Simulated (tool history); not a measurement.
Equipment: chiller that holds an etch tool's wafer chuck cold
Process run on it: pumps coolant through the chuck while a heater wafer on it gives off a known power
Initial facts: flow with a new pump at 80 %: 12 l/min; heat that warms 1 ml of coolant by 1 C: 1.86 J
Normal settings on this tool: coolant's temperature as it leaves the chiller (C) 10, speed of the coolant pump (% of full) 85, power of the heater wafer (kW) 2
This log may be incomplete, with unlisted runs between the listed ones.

run      day  coolant's temperature as it leaves the chiller (C)  speed of the coolant pump (% of full)  power of the heater wafer (kW)  chuck's temperature once it has settled (C)  how much warmer the coolant comes back (C)
  1        0                                                  10                                     85                               2                                         25.5                                        5.08
  2     9.15                                                  10                                     85                               2                                         25.6                                        5.12
  3   14.583                                                  10                                     85                               2                                         25.9                                        5.14
  4     19.9                                                  11                                     85                               2                                         26.9                                        5.19
  5   29.033                                                  11                                     85                               2                                           27                                         5.2
  6   35.696                                                  10                                     85                               2                                         25.9                                        5.17
  7   41.192                                                  10                                     85                               2                                         25.9                                        5.26
  8   44.946                                                  10                                     85                               2                                         26.1                                        5.22
  9   51.212                                                  10                                     85                               2                                         26.1                                        5.27
 10   57.696                                                  12                                     85                               2                                         28.4                                        5.27
 11   64.229                                                  12                                     85                               2                                         28.3                                         5.3
 12   69.504                                                  12                                     85                               2                                         28.5                                        5.32
 13   76.275                                                   8                                     85                               2                                         24.5                                        5.28
 14    80.05                                                   8                                     85                               2                                         24.5                                        5.29
 15   87.171                                                   8                                     86                           2.675                                           30                                        7.09
 16   96.371                                                   4                                     62                           1.094                                         15.3                                        4.04
 17  105.204                                                  14                                     82                               2                                         31.3                                        5.55
 18  110.429                                                  14                                     82                               2                                         31.4                                        5.51
     111.488  -- coolant pump overhauled
 19  114.942                                                  14                                     82                               2                                         31.8                                        5.83
 20  122.408                                                   8                                     95                           1.152                                         17.7                                        2.92
 21  131.121                                                   8                                     95                           1.243                                         18.6                                        3.16
 22  137.662                                                   8                                     95                           1.243                                         18.3                                        3.11
 23  141.529                                                   8                                     95                           1.374                                         19.4                                        3.57
     148.658  -- chiller's thermometer calibrated
 24  149.083                                                   5                                     95                           1.374                                         16.1                                        3.52
     154.358  -- coolant pump overhauled, once more
 25  158.371                                                   4                                     85                           1.081                                         12.7                                         2.7
 26  163.888                                                   4                                     85                           1.081                                         12.8                                         2.7
 27  170.904                                                  18                                     83                           2.358                                         37.4                                         6.1
 28  179.467                                                  10                                     61                               2                                         29.9                                        7.07

Some steps in chuck's temperature once it has settled (C) between neighbouring runs. How much of each would the tool show without its hidden state too (settings, what came in, random variation), and how much is left for the hidden state, with any gauge scatter that isn't in both results?
The tool's hidden condition here consists of: heat passed by the chuck's channels, % of clean ones'; flow at a given pump speed, % of a new pump's; coolant's true temperature over the reading, C; drift of the gauge itself on chuck_c, C; drift of the gauge itself on warmer_back_c, C.
Run 16 -> 17: coolant's temperature as it leaves the chiller (C) 4 -> 14, speed of the coolant pump (% of full) 62 -> 82, power of the heater wafer (kW) 1.094 -> 2. chuck's temperature once it has settled (C) +16: hidden state +0.6, all else +15.4.
Run 19 -> 20: coolant's temperature as it leaves the chiller (C) 14 -> 8, speed of the coolant pump (% of full) 82 -> 95, power of the heater wafer (kW) 2 -> 1.152. chuck's temperature once it has settled (C) -14.1: hidden state -0.9, all else -13.2.
Run 24 -> 25: coolant's temperature as it leaves the chiller (C) 5 -> 4, speed of the coolant pump (% of full) 95 -> 85, power of the heater wafer (kW) 1.374 -> 1.081, coolant pump overhauled, once more. chuck's temperature once it has settled (C) -3.4: hidden state -0.9, all else -2.5.
Run 26 -> 27: coolant's temperature as it leaves the chiller (C) 4 -> 18, speed of the coolant pump (% of full) 85 -> 83, power of the heater wafer (kW) 1.081 -> 2.358. chuck's temperature once it has settled (C) +24.6: hidden state +0.9, all else +23.7.

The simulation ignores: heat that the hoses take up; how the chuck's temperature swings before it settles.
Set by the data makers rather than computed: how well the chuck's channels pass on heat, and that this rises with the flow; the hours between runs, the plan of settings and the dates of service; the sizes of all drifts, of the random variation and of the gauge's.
